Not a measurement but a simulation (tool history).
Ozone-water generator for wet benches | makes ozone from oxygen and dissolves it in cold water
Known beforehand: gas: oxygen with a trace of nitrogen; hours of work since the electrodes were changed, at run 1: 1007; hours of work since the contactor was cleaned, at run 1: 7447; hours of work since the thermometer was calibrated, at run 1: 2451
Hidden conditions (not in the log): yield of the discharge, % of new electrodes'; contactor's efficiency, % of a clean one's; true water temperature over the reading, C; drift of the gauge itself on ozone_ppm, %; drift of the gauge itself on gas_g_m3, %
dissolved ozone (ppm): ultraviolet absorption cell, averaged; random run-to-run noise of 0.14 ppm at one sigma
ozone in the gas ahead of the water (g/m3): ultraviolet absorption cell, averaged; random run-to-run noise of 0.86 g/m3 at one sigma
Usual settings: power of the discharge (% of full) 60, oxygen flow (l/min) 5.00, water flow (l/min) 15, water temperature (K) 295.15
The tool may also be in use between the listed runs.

run   hour  power of the discharge (% of full)  oxygen flow (l/min)  water flow (l/min)  water temperature (K)  hours of work since the electrodes were changed  hours of work since the contactor was cleaned  hours of work since the thermometer was calibrated  dissolved ozone (ppm)  ozone in the gas ahead of the water (g/m3)
  1    0.0                                  60                 5.00                  15                 295.15                                             1007                                           7447                                                2451                   14.2                                       140.5
  2   37.4                                  60                 5.00                  15                 299.15                                             1032                                           7472                                                2476                   12.9                                       137.0
  3   89.8                                  60                 5.00                  15                 295.15                                             1066                                           7507                                                2511                   14.3                                       138.8
  4  124.8                                  60                 5.00                  15                 297.15                                             1090                                           7530                                                2534                   13.6                                       137.5
  5  162.4                                  60                 5.00                  15                 297.15                                             1114                                           7555                                                2559                   13.7                                       137.7
  6  200.9                                  60                 5.00                  15                 297.15                                             1140                                           7580                                                2584                   13.9                                       138.5
  7  233.8                                  60                 5.87                  15                 295.15                                             1161                                           7602                                                2606                   14.0                                       126.6
     240.0  -- water thermometer calibrated
  8  287.4                                  60                 5.00                  12                 295.15                                             1197                                           7637                                                  31                   16.8                                       138.6
  9  333.3                                  60                 5.00                  12                 295.15                                             1227                                           7667                                                  62                   16.6                                       139.5
 10  371.1                                  60                 5.00                  12                 295.15                                             1252                                           7692                                                  86                   16.6                                       136.1

The logged runs with the hidden state left out (each run's random variation unchanged):
run  dissolved ozone (ppm)  ozone in the gas ahead of the water (g/m3)
  1                   15.1                                       142.1
  2                   13.7                                       138.6
  3                   15.2                                       140.5
  4                   14.5                                       139.1
  5                   14.6                                       139.4
  6                   14.8                                       140.2
  7                   15.0                                       128.2
  8                   17.8                                       140.4
  9                   17.7                                       141.4
 10                   17.6                                       138.0
